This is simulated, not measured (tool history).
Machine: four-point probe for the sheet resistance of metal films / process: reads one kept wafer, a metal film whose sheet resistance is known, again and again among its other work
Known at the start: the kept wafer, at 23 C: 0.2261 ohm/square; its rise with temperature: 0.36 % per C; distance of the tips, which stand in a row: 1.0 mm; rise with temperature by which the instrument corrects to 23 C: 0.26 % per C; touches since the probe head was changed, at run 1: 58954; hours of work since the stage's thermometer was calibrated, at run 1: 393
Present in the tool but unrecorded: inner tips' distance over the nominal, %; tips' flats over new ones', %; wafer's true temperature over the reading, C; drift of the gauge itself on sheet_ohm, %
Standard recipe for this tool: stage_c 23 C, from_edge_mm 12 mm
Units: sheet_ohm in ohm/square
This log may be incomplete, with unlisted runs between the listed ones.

| run | hour | stage_c | from_edge_mm | touches since the probe head was changed | hours of work since the stage's thermometer was calibrated | sheet_ohm |
|---|---|---|---|---|---|---|
| 1 | 0.0 | 23 | 12 | 58954 | 393 | 0.226976 |
| 2 | 14.3 | 23 | 12 | 59363 | 401 | 0.226838 |
| 3 | 37.5 | 23 | 12 | 60024 | 414 | 0.226972 |
| 4 | 50.8 | 23 | 12 | 60405 | 422 | 0.226886 |
| 5 | 64.6 | 23 | 12 | 60800 | 430 | 0.226911 |
| 6 | 76.2 | 23 | 12 | 61129 | 437 | 0.226980 |
| 7 | 89.9 | 23 | 12 | 61522 | 444 | 0.226871 |
| 8 | 106.0 | 23 | 12 | 61982 | 454 | 0.226917 |
| 9 | 118.4 | 23 | 12 | 62337 | 461 | 0.226907 |
| 10 | 131.3 | 23 | 12 | 62705 | 468 | 0.226829 |
| 11 | 143.9 | 23 | 12 | 63066 | 475 | 0.226943 |
| 12 | 166.9 | 23 | 12 | 63721 | 488 | 0.226919 |
| 13 | 188.6 | 24 | 23 | 64342 | 501 | 0.226545 |

Expected results for the next run?
| 14 | 212.9 | 18 | 6 | 65035 | 515 | ? |

sheet_ohm: 0.228186 ohm/square
With no hidden state in the tool, this same run would have given sheet_ohm 0.228213 ohm/square.

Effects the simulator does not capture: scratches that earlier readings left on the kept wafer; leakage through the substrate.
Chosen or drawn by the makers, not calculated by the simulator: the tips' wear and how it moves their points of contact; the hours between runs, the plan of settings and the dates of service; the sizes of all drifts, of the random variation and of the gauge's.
